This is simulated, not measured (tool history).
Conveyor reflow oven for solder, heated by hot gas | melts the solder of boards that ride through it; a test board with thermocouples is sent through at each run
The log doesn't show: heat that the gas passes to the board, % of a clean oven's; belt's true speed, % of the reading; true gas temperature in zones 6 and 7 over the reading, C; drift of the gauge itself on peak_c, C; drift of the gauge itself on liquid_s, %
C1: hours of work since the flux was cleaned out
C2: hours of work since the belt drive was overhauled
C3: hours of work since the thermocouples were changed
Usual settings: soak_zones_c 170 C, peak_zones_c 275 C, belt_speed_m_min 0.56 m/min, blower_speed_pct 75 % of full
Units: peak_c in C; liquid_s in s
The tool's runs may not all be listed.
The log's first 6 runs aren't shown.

{"run": 7, "hour": 84.7, "soak_zones_c": 178, "peak_zones_c": 275, "belt_speed_m_min": 0.56, "blower_speed_pct": 75, "C1": 230, "C2": 349, "C3": 266, "peak_c": 261.7, "liquid_s": 54.3}
{"run": 8, "hour": 94.9, "soak_zones_c": 170, "peak_zones_c": 275, "belt_speed_m_min": 0.56, "blower_speed_pct": 75, "C1": 235, "C2": 355, "C3": 271, "peak_c": 259.5, "liquid_s": 51.7}
{"run": 9, "hour": 110.8, "soak_zones_c": 170, "peak_zones_c": 275, "belt_speed_m_min": 0.56, "blower_speed_pct": 75, "C1": 244, "C2": 363, "C3": 280, "peak_c": 259.5, "liquid_s": 51.9}
{"run": 10, "hour": 125.0, "soak_zones_c": 170, "peak_zones_c": 275, "belt_speed_m_min": 0.56, "blower_speed_pct": 75, "C1": 251, "C2": 370, "C3": 287, "peak_c": 259.3, "liquid_s": 51.1}
{"run": 11, "hour": 142.8, "soak_zones_c": 170, "peak_zones_c": 275, "belt_speed_m_min": 0.56, "blower_speed_pct": 75, "C1": 260, "C2": 380, "C3": 296, "peak_c": 258.7, "liquid_s": 51.7}
{"run": 12, "hour": 162.2, "soak_zones_c": 170, "peak_zones_c": 275, "belt_speed_m_min": 0.56, "blower_speed_pct": 61, "C1": 271, "C2": 390, "C3": 306, "peak_c": 257.1, "liquid_s": 49.4}
{"run": 13, "hour": 174.0, "soak_zones_c": 170, "peak_zones_c": 275, "belt_speed_m_min": 0.56, "blower_speed_pct": 75, "C1": 277, "C2": 396, "C3": 313, "peak_c": 259.5, "liquid_s": 51.5}
{"run": 14, "hour": 194.6, "soak_zones_c": 170, "peak_zones_c": 275, "belt_speed_m_min": 0.653, "blower_speed_pct": 75, "C1": 288, "C2": 407, "C3": 323, "peak_c": 253.1, "liquid_s": 40.3}
{"run": 15, "hour": 215.9, "soak_zones_c": 170, "peak_zones_c": 275, "belt_speed_m_min": 0.653, "blower_speed_pct": 75, "C1": 299, "C2": 418, "C3": 335, "peak_c": 254.3, "liquid_s": 40.2}
{"run": 16, "hour": 232.2, "soak_zones_c": 170, "peak_zones_c": 289, "belt_speed_m_min": 0.653, "blower_speed_pct": 75, "C1": 307, "C2": 426, "C3": 343, "peak_c": 265.9, "liquid_s": 46}
{"run": 17, "hour": 246.1, "soak_zones_c": 159, "peak_zones_c": 287, "belt_speed_m_min": 0.641, "blower_speed_pct": 75, "C1": 315, "C2": 434, "C3": 350, "peak_c": 261.5, "liquid_s": 43.1}
{"run": 18, "hour": 256.6, "soak_zones_c": 156, "peak_zones_c": 271, "belt_speed_m_min": 0.509, "blower_speed_pct": 52, "C1": 320, "C2": 439, "C3": 356, "peak_c": 252.1, "liquid_s": 47.9}
{"run": 19, "hour": 279.7, "soak_zones_c": 170, "peak_zones_c": 282, "belt_speed_m_min": 0.56, "blower_speed_pct": 75, "C1": 332, "C2": 451, "C3": 368, "peak_c": 264.3, "liquid_s": 54.4}
{"run": 20, "hour": 302.1, "soak_zones_c": 170, "peak_zones_c": 282, "belt_speed_m_min": 0.56, "blower_speed_pct": 75, "C1": 344, "C2": 463, "C3": 380, "peak_c": 265.1, "liquid_s": 54.1}
{"run": 21, "hour": 318.5, "soak_zones_c": 170, "peak_zones_c": 281, "belt_speed_m_min": 0.575, "blower_speed_pct": 84, "C1": 352, "C2": 472, "C3": 388, "peak_c": 263.8, "liquid_s": 52.8}
{"run": 22, "hour": 342.1, "soak_zones_c": 162, "peak_zones_c": 266, "belt_speed_m_min": 0.56, "blower_speed_pct": 89, "C1": 365, "C2": 484, "C3": 401, "peak_c": 250.7, "liquid_s": 44.7}
{"run": 23, "hour": 355.3, "soak_zones_c": 170, "peak_zones_c": 279, "belt_speed_m_min": 0.56, "blower_speed_pct": 75, "C1": 372, "C2": 491, "C3": 407, "peak_c": 261.5, "liquid_s": 52.9}
{"run": 24, "hour": 366.3, "soak_zones_c": 171, "peak_zones_c": 270, "belt_speed_m_min": 0.499, "blower_speed_pct": 75, "C1": 377, "C2": 497, "C3": 413, "peak_c": 258.2, "liquid_s": 58}
{"hour": 388.7, "done": "flux residue cleaned out of gas plates and filters"}
{"run": 25, "hour": 389.3, "soak_zones_c": 171, "peak_zones_c": 270, "belt_speed_m_min": 0.499, "blower_speed_pct": 75, "C1": 0, "C2": 506, "C3": 423, "peak_c": 260.3, "liquid_s": 60.4}
{"run": 26, "hour": 399.6, "soak_zones_c": 183, "peak_zones_c": 267, "belt_speed_m_min": 0.598, "blower_speed_pct": 66, "C1": 6, "C2": 511, "C3": 428, "peak_c": 253.3, "liquid_s": 48.7}
{"run": 27, "hour": 409.3, "soak_zones_c": 169, "peak_zones_c": 275, "belt_speed_m_min": 0.467, "blower_speed_pct": 75, "C1": 11, "C2": 517, "C3": 433, "peak_c": 267.3, "liquid_s": 66.5}
{"run": 28, "hour": 421.8, "soak_zones_c": 168, "peak_zones_c": 275, "belt_speed_m_min": 0.6, "blower_speed_pct": 69, "C1": 17, "C2": 523, "C3": 440, "peak_c": 257, "liquid_s": 46.6}
{"run": 29, "hour": 436.6, "soak_zones_c": 168, "peak_zones_c": 265, "belt_speed_m_min": 0.505, "blower_speed_pct": 69, "C1": 25, "C2": 531, "C3": 447, "peak_c": 254.5, "liquid_s": 54.5}
{"run": 30, "hour": 453.3, "soak_zones_c": 157, "peak_zones_c": 275, "belt_speed_m_min": 0.56, "blower_speed_pct": 52, "C1": 34, "C2": 540, "C3": 456, "peak_c": 254.8, "liquid_s": 45}
{"run": 31, "hour": 464.1, "soak_zones_c": 156, "peak_zones_c": 275, "belt_speed_m_min": 0.56, "blower_speed_pct": 65, "C1": 39, "C2": 545, "C3": 462, "peak_c": 257.9, "liquid_s": 46.8}

4 ways to go on from here, each from the tool as it stands after run 31. What would each give?
{"run": "A", "hour": 475.0, "soak_zones_c": 166, "peak_zones_c": 272, "belt_speed_m_min": 0.56, "blower_speed_pct": 61, "C1": 45, "C2": 551, "C3": 468, "peak_c": "?", "liquid_s": "?"}
{"run": "B", "hour": 475.0, "soak_zones_c": 170, "peak_zones_c": 275, "belt_speed_m_min": 0.527, "blower_speed_pct": 75, "C1": 45, "C2": 551, "C3": 468, "peak_c": "?", "liquid_s": "?"}
{"run": "C", "hour": 475.0, "soak_zones_c": 163, "peak_zones_c": 275, "belt_speed_m_min": 0.497, "blower_speed_pct": 75, "C1": 45, "C2": 551, "C3": 468, "peak_c": "?", "liquid_s": "?"}
{"run": "D", "hour": 475.0, "soak_zones_c": 170, "peak_zones_c": 275, "belt_speed_m_min": 0.604, "blower_speed_pct": 68, "C1": 45, "C2": 551, "C3": 468, "peak_c": "?", "liquid_s": "?"}

run=A peak_c=255.3 liquid_s=48.6
run=B peak_c=263.2 liquid_s=58.2
run=C peak_c=264.8 liquid_s=60.4
run=D peak_c=257.7 liquid_s=47.2
Without the tool's hidden state the same runs would have given:
run=A peak_c=254.1 liquid_s=47.2
run=B peak_c=262.1 liquid_s=56.8
run=C peak_c=263.6 liquid_s=58.9
run=D peak_c=256.5 liquid_s=45.9
